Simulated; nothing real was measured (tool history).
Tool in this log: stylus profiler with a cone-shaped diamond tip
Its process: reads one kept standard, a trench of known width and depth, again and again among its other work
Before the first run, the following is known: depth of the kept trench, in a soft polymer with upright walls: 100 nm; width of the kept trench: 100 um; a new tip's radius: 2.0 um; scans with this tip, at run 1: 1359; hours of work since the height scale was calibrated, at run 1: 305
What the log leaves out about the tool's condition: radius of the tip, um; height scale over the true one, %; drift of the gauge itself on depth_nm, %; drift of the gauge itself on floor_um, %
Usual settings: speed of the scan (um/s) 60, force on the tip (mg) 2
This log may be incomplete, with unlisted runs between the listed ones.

run   hour  speed of the scan (um/s)  force on the tip (mg)  scans with this tip  hours of work since the height scale was calibrated  depth of the trench (nm)  width of the trench's floor (µm)
  1      0                        60                      2                 1359                                                  305                    101.03                              98.5
  2   40.5                        60                      2                 1492                                                  334                    101.08                             98.52
  3   73.1                        60                      2                 1598                                                  358                    101.16                             98.53
  4    115                        60                   5.97                 1735                                                  389                    102.41                             98.61
  5  134.7                        60                   5.97                 1800                                                  403                    102.33                             98.59
  6  173.9                        60                   5.97                 1928                                                  432                     102.4                              98.6
  7  214.4                        60                   5.97                 2060                                                  462                    102.43                             98.58
  8  254.6                        60                      2                 2192                                                  491                    101.08                             98.56
  9  285.9                        60                      2                 2294                                                  514                    101.15                             98.46
 10  314.5                        19                   0.69                 2388                                                  535                    100.48                             98.68
 11  334.8                       219                   0.69                 2454                                                  550                     100.5                             97.17
 12  370.3                        85                      2                 2570                                                  576                    101.12                              98.4
 13    406                        60                   4.43                 2687                                                  602                    101.99                              98.6
 14    448                        60                   4.43                 2824                                                  633                    101.99                             98.55
 15  481.2                        24                   0.76                 2933                                                  657                    100.56                             98.59
 16  525.5                        19                   2.85                 3077                                                  690                    101.47                             98.66

Forecast each of these 3 alternatives for the next run:
  A  553.5                       217                   4.45                 3169                                                  710                         ?                                 ?
  B  553.5                        44                    1.6                 3169                                                  710                         ?                                 ?
  C  553.5                        21                   1.29                 3169                                                  710                         ?                                 ?

run  depth of the trench (nm)  width of the trench's floor (µm)
  A                    102.01                             98.14
  B                    101.03                             98.57
  C                    100.86                             98.68
The same runs, with their run-to-run variation unchanged, on a tool lacking any hidden condition would have given:
run  depth of the trench (nm)  width of the trench's floor (µm)
  A                    102.01                             98.14
  B                    101.04                             98.57
  C                    100.86                             98.69

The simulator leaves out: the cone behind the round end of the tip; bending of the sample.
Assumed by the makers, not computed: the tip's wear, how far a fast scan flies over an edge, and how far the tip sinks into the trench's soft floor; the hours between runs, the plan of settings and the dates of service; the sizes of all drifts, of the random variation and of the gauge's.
